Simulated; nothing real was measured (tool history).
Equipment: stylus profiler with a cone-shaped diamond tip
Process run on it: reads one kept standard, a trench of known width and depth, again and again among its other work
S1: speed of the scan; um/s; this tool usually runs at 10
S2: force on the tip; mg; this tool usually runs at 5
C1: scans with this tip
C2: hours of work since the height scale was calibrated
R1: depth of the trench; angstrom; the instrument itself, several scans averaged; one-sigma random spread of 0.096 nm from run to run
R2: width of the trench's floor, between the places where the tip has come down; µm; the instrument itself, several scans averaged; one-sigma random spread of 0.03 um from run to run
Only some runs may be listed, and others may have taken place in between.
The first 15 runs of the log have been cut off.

run     day  S1    S2    C1    C2      R1     R2
 16  60.825   2  1.97  4585  1080  1013.5  18.58
     61.138  -- height scale calibrated on a step standard
 17  64.554  10     5  4851    58  1021.9  18.58
 18  68.292  10     5  5118   121  1024.2   18.5
     69.421  -- height scale calibrated on a step standard, once more
 19      71  10     5  5310    27  1018.1  18.52
 20  73.825  10     5  5512    74  1019.3   18.5
 21  76.938   7     5  5735   127  1017.3  18.46
 22  81.742   7     5  6079   208  1019.7  18.48
 23  84.517  10  1.91  6277   254  1010.9  18.43
 24   87.75  10  1.91  6508   309  1012.2  18.41
 25  92.438   9  2.01  6844   388  1010.3  18.44
 26  95.492   7  3.18  7062   439  1013.1  18.45

For run 27, what comes out?
 27  101.279  27  5.62  7477  537   ?   ?

{"run 27": {"R1": 1020.8, "R2": 18.34}}
If the tool had no hidden condition, the same run with the same run-to-run variation would have returned R1 1018.5 angstrom, R2 18.62 µm.

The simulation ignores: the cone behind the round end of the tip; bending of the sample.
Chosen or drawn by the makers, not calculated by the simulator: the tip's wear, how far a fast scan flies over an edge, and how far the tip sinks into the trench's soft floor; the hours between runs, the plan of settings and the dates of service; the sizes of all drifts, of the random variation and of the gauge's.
